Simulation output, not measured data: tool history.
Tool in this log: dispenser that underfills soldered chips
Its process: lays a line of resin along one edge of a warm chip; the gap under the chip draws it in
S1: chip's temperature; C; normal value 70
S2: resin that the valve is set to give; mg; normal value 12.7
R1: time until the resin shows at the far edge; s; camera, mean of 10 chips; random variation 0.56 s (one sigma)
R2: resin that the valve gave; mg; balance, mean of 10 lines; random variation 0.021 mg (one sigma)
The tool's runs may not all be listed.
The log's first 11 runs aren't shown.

{"hour": 101.5, "done": "new syringe of resin"}
{"run": 12, "hour": 108.1, "S1": 59, "S2": 12.7, "R1": 128.0, "R2": 12.52}
{"hour": 115.2, "done": "new syringe of resin"}
{"run": 13, "hour": 119.4, "S1": 59, "S2": 15.8, "R1": 113.3, "R2": 15.46}
{"run": 14, "hour": 125.6, "S1": 70, "S2": 14.6, "R1": 85.5, "R2": 14.34}
{"hour": 128.8, "done": "new syringe of resin"}
{"run": 15, "hour": 134.1, "S1": 70, "S2": 11.8, "R1": 67.9, "R2": 11.53}
{"hour": 142.3, "done": "new syringe of resin"}
{"run": 16, "hour": 145.6, "S1": 70, "S2": 10.8, "R1": 62.8, "R2": 10.55}
{"hour": 155.8, "done": "new syringe of resin"}
{"run": 17, "hour": 156.4, "S1": 70, "S2": 10.8, "R1": 55.2, "R2": 10.54}
{"run": 18, "hour": 164.4, "S1": 63, "S2": 12.8, "R1": 114.3, "R2": 12.43}
{"hour": 168.4, "done": "dispensing valve cleaned and set on the balance"}
{"hour": 170.2, "done": "new syringe of resin"}
{"run": 19, "hour": 175.3, "S1": 84, "S2": 12.5, "R1": 33.5, "R2": 12.46}
{"run": 20, "hour": 180.4, "S1": 84, "S2": 12.5, "R1": 43.5, "R2": 12.44}
{"hour": 183.6, "done": "new syringe of resin"}
{"run": 21, "hour": 186.6, "S1": 84, "S2": 12.5, "R1": 29.0, "R2": 12.42}
{"hour": 197.5, "done": "new syringe of resin"}
{"run": 22, "hour": 198.9, "S1": 84, "S2": 12.5, "R1": 27.1, "R2": 12.38}
{"run": 23, "hour": 208.5, "S1": 82, "S2": 14.8, "R1": 48.4, "R2": 14.64}
{"hour": 210.7, "done": "new syringe of resin"}
{"run": 24, "hour": 217.0, "S1": 61, "S2": 12.1, "R1": 116.6, "R2": 11.93}
{"hour": 224.0, "done": "new syringe of resin"}
{"run": 25, "hour": 226.2, "S1": 59, "S2": 13.0, "R1": 104.6, "R2": 12.79}
{"run": 26, "hour": 234.0, "S1": 59, "S2": 13.0, "R1": 151.9, "R2": 12.81}
{"hour": 237.3, "done": "new syringe of resin"}
{"run": 27, "hour": 239.3, "S1": 59, "S2": 11.1, "R1": 110.1, "R2": 10.89}
{"run": 28, "hour": 247.7, "S1": 56, "S2": 12.5, "R1": 190.7, "R2": 12.25}
{"hour": 251.3, "done": "new syringe of resin"}
{"run": 29, "hour": 252.8, "S1": 56, "S2": 12.5, "R1": 122.6, "R2": 12.2}

Expected results for the next run?
{"run": 30, "hour": 259.7, "S1": 75, "S2": 15.8, "R1": "?", "R2": "?"}

R1: 58.3 s
R2: 15.38 mg
Take away the tool's hidden state, keep the run-to-run variation as it was, and the same run would have given R1 35.1 s, R2 15.78 mg.
